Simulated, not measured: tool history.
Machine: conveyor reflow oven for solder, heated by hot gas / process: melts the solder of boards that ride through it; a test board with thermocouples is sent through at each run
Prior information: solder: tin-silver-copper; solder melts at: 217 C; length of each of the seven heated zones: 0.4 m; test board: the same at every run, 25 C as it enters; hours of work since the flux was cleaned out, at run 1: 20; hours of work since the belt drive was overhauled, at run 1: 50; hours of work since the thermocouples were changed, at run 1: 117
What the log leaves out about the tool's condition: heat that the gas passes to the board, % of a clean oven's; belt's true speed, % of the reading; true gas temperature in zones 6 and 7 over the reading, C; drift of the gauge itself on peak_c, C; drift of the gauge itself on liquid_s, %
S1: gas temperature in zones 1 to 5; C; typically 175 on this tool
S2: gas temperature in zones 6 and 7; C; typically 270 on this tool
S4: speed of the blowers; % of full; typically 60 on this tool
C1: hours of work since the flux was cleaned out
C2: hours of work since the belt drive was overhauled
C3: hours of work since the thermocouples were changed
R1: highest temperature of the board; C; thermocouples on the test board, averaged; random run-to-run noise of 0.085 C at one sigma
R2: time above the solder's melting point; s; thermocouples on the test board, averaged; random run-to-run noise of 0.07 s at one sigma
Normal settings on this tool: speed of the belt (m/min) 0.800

Run 1, hour 0.0: usual settings; C1 20; C2 50; C3 117. Result: R1 253.40 C, R2 45.52 s.
Run 2, hour 30.1: usual settings; C1 36; C2 65; C3 133. Result: R1 253.47 C, R2 45.51 s.
Run 3, hour 59.3: usual settings; C1 51; C2 80; C3 148. Result: R1 253.20 C, R2 45.40 s.
Run 4, hour 96.9: usual settings but S4 74 % of full; C1 70; C2 100; C3 168. Result: R1 256.06 C, R2 47.40 s.
Run 5, hour 117.3: usual settings but S1 170 C, S4 74 % of full; C1 81; C2 110; C3 178. Result: R1 255.09 C, R2 45.61 s.
Run 6, hour 137.7: usual settings but S1 162 C; C1 91; C2 121; C3 189. Result: R1 250.59 C, R2 40.26 s.
Run 7, hour 176.2: usual settings but speed of the belt (m/min) 0.856; C1 111; C2 141; C3 209. Result: R1 250.47 C, R2 40.36 s.
Run 8, hour 202.3: usual settings but S2 260 C; C1 125; C2 155; C3 222. Result: R1 244.31 C, R2 39.67 s.
At hour 210.0: flux residue cleaned out of gas plates and filters.
Run 9, hour 251.9: usual settings but S2 260 C; C1 22; C2 178; C3 245. Result: R1 243.20 C, R2 38.58 s.
Run 10, hour 283.0: usual settings but S4 66 % of full; C1 38; C2 194; C3 262. Result: R1 252.77 C, R2 45.07 s.
Run 11, hour 310.8: usual settings but speed of the belt (m/min) 0.726; C1 52; C2 208; C3 276. Result: R1 254.86 C, R2 51.32 s.
Run 12, hour 332.3: usual settings but S2 277 C, speed of the belt (m/min) 0.726, S4 67 % of full; C1 63; C2 219; C3 287. Result: R1 262.22 C, R2 55.36 s.
Run 13, hour 356.4: usual settings but speed of the belt (m/min) 0.822; C1 76; C2 232; C3 300. Result: R1 250.28 C, R2 41.89 s.
Run 14, hour 392.4: usual settings but speed of the belt (m/min) 0.822; C1 95; C2 251; C3 318. Result: R1 250.22 C, R2 41.95 s.
At hour 408.6: flux residue cleaned out of gas plates and filters, once more.
Run 15, hour 433.3: usual settings but speed of the belt (m/min) 0.822; C1 13; C2 269; C3 337. Result: R1 253.21 C, R2 44.20 s.
Run 16, hour 476.4: usual settings but S1 178 C, speed of the belt (m/min) 0.742; C1 35; C2 292; C3 359. Result: R1 256.85 C, R2 52.66 s.
Run 17, hour 509.9: usual settings but S1 178 C, speed of the belt (m/min) 0.742; C1 53; C2 309; C3 377. Result: R1 256.89 C, R2 52.58 s.
Run 18, hour 554.7: usual settings but S1 178 C, speed of the belt (m/min) 0.742; C1 76; C2 332; C3 400. Result: R1 256.78 C, R2 52.49 s.
Run 19, hour 599.0: usual settings but S4 80 % of full; C1 99; C2 355; C3 423. Result: R1 257.44 C, R2 48.44 s.
Run 20, hour 631.6: usual settings but S4 80 % of full; C1 116; C2 372; C3 440. Result: R1 257.35 C, R2 48.44 s.
Run 21, hour 664.7: usual settings but S4 63 % of full; C1 133; C2 389; C3 457. Result: R1 254.00 C, R2 45.92 s.

Forecast each of these 5 alternatives for the next run:
Run A, hour 693.2: usual settings but S1 161 C, speed of the belt (m/min) 0.771; C1 148; C2 404; C3 472. Result: R1 ?, R2 ?.
Run B, hour 693.2: usual settings but S2 284 C, speed of the belt (m/min) 0.950; C1 148; C2 404; C3 472. Result: R1 ?, R2 ?.
Run C, hour 693.2: usual settings but S1 164 C, speed of the belt (m/min) 0.876, S4 77 % of full; C1 148; C2 404; C3 472. Result: R1 ?, R2 ?.
Run D, hour 693.2: usual settings but S4 59 % of full; C1 148; C2 404; C3 472. Result: R1 ?, R2 ?.
Run E, hour 693.2: usual settings but S2 262 C, S4 63 % of full; C1 148; C2 404; C3 472. Result: R1 ?, R2 ?.

run      R1     R2
  A  252.02  42.95
  B  258.24  39.82
  C  251.77  38.05
  D  253.03  45.21
  E  246.96  41.86
With no hidden state in the tool, these same runs would have given:
run      R1     R2
  A  252.24  43.20
  B  258.82  40.09
  C  252.30  38.49
  D  253.16  45.36
  E  247.05  42.10
